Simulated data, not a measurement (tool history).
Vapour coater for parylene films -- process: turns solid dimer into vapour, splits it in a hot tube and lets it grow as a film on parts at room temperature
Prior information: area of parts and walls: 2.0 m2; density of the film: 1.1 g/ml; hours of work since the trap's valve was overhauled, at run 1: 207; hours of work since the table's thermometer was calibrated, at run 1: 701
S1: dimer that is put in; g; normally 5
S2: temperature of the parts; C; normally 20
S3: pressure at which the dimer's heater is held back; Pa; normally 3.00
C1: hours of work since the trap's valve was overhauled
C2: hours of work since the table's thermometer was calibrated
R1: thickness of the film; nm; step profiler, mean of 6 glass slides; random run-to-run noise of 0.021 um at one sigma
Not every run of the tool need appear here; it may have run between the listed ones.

run	hour	S1	S2	S3	C1	C2	R1
1	0.0	5	20	3.00	207	701	1920
2	42.8	5	20	3.00	232	726	1880
3	78.7	5	20	3.00	252	747	1900
4	150.0	5	20	3.00	294	788	1890
5	181.5	5	20	3.00	312	806	1910
6	215.4	9	20	3.00	331	826	3380
7	259.9	5	20	3.03	357	851	1850
# hour 264.4: table's thermometer calibrated
8	334.8	5	17	3.03	400	41	1980
9	387.2	3	15	2.81	430	71	1220
# hour 436.5: trap's valve overhauled
10	444.5	6	14	5.01	5	102	2560
11	482.0	6	14	5.01	26	123	2570
12	517.7	6	14	5.01	47	144	2480
13	566.9	6	16	5.01	75	172	2410
# hour 580.8: table's thermometer calibrated, once more
14	601.1	2	12	4.42	94	12	900
15	633.6	8	12	4.42	113	31	3510
16	691.8	8	21	4.52	147	64	2780

Branching from run 16: 3 alternative next runs. What would each branch give?
A	737.4	5	21	3.00	173	90	?
B	737.4	2	21	4.52	173	90	?
C	737.4	8	29	8.69	173	90	?

run	R1
A	1880
B	690
C	1910
Without the tool's unlogged condition, the same runs would have read:
run	R1
A	1960
B	720
C	1990
